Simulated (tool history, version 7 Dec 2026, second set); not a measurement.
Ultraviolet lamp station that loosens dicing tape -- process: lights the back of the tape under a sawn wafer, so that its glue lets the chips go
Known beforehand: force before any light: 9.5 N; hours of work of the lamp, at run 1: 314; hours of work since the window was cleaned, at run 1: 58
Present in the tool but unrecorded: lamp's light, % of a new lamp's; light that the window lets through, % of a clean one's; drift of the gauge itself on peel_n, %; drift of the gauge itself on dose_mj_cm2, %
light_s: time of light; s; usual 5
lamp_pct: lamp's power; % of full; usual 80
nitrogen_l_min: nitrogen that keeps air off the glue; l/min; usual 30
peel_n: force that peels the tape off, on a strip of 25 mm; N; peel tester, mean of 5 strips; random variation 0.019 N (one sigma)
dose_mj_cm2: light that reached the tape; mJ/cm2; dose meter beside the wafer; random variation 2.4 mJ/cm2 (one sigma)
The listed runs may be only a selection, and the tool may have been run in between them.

| run | day | light_s | lamp_pct | nitrogen_l_min | hours of work of the lamp | hours of work since the window was cleaned | peel_n | dose_mj_cm2 |
|---|---|---|---|---|---|---|---|---|
| 1 | 0.000 | 5 | 80 | 30 | 314 | 58 | 1.152 | 218 |
| 2 | 0.225 | 5 | 71 | 30 | 318 | 62 | 1.450 | 194 |
| 3 | 0.667 | 5 | 71 | 30 | 326 | 70 | 1.447 | 192 |
| 4 | 0.946 | 5 | 71 | 54 | 331 | 75 | 1.219 | 196 |
| 5 | 1.342 | 5 | 71 | 54 | 338 | 82 | 1.224 | 194 |
| 6 | 1.638 | 5 | 80 | 30 | 343 | 87 | 1.234 | 214 |
| 7 | 1.946 | 5 | 86 | 30 | 348 | 92 | 1.022 | 229 |
| 8 | 2.400 | 5 | 86 | 30 | 356 | 100 | 1.037 | 228 |
| 9 | 2.867 | 5 | 86 | 30 | 365 | 108 | 1.038 | 227 |
| 10 | 3.088 | 5 | 80 | 30 | 368 | 112 | 1.287 | 210 |
| 11 | 3.588 | 5 | 80 | 30 | 377 | 121 | 1.293 | 210 |
| 12 | 4.008 | 5 | 80 | 30 | 385 | 128 | 1.343 | 209 |
| 13 | 4.508 | 5 | 80 | 14 | 393 | 137 | 1.785 | 207 |
| 14 | 4.725 | 5 | 80 | 14 | 397 | 141 | 1.866 | 204 |
| 15 | 5.025 | 4 | 80 | 14 | 402 | 146 | 2.510 | 164 |
| 16 | 5.275 | 5 | 80 | 30 | 407 | 150 | 1.347 | 203 |
| 17 | 5.671 | 5 | 80 | 30 | 414 | 157 | 1.391 | 200 |
| 18 | 6.092 | 5 | 80 | 30 | 421 | 165 | 1.384 | 202 |
| 19 | 6.350 | 5 | 80 | 30 | 425 | 169 | 1.390 | 200 |
| 20 | 6.708 | 5 | 80 | 30 | 432 | 175 | 1.454 | 198 |
| 21 | 6.975 | 5 | 80 | 30 | 436 | 180 | 1.426 | 195 |
| 22 | 7.496 | 4 | 96 | 13 | 445 | 189 | 2.190 | 188 |
| 23 | 7.788 | 8 | 76 | 50 | 451 | 194 | 0.442 | 297 |
| 24 | 8.038 | 5 | 62 | 30 | 455 | 199 | 2.316 | 152 |
| 25 | 8.429 | 7 | 87 | 17 | 462 | 206 | 0.812 | 295 |
| 26 | 8.812 | 7 | 87 | 14 | 468 | 212 | 0.916 | 291 |
| 27 | 9.117 | 5 | 98 | 17 | 474 | 218 | 1.312 | 234 |
| 28 | 9.492 | 5 | 64 | 18 | 480 | 224 | 2.651 | 148 |
| 29 | 9.800 | 5 | 64 | 18 | 486 | 229 | 2.713 | 149 |
| 30 | 10.029 | 9 | 93 | 30 | 490 | 233 | 0.248 | 393 |
| 31 | 10.250 | 9 | 73 | 16 | 494 | 237 | 0.781 | 309 |
| 32 | 10.571 | 5 | 84 | 16 | 499 | 243 | 1.928 | 193 |
|  | 10.829 | window cleaned of glue's vapour |
| 33 | 10.929 | 7 | 61 | 30 | 505 | 2 | 1.010 | 237 |
| 34 | 11.450 | 7 | 61 | 30 | 514 | 11 | 1.015 | 237 |
| 35 | 11.833 | 4 | 61 | 30 | 521 | 18 | 2.751 | 132 |
| 36 | 12.200 | 7 | 78 | 52 | 527 | 24 | 0.436 | 294 |
| 37 | 12.546 | 7 | 78 | 52 | 533 | 30 | 0.470 | 293 |

Results for each run, recomputed without the tool's hidden state and with each run's random variation untouched:
| run | peel_n | dose_mj_cm2 |
|---|---|---|
| 1 | 0.899 | 245 |
| 2 | 1.153 | 219 |
| 3 | 1.137 | 218 |
| 4 | 0.925 | 223 |
| 5 | 0.919 | 222 |
| 6 | 0.917 | 246 |
| 7 | 0.736 | 265 |
| 8 | 0.733 | 266 |
| 9 | 0.722 | 266 |
| 10 | 0.913 | 248 |
| 11 | 0.904 | 248 |
| 12 | 0.927 | 249 |
| 13 | 1.284 | 249 |
| 14 | 1.338 | 247 |
| 15 | 1.903 | 199 |
| 16 | 0.897 | 247 |
| 17 | 0.911 | 246 |
| 18 | 0.894 | 249 |
| 19 | 0.893 | 248 |
| 20 | 0.922 | 247 |
| 21 | 0.896 | 246 |
| 22 | 1.496 | 237 |
| 23 | 0.218 | 377 |
| 24 | 1.564 | 193 |
| 25 | 0.427 | 379 |
| 26 | 0.483 | 376 |
| 27 | 0.744 | 304 |
| 28 | 1.790 | 194 |
| 29 | 1.819 | 196 |
| 30 | 0.107 | 518 |
| 31 | 0.369 | 409 |
| 32 | 1.144 | 257 |
| 33 | 0.764 | 267 |
| 34 | 0.756 | 269 |
| 35 | 2.291 | 151 |
| 36 | 0.287 | 338 |
| 37 | 0.308 | 340 |
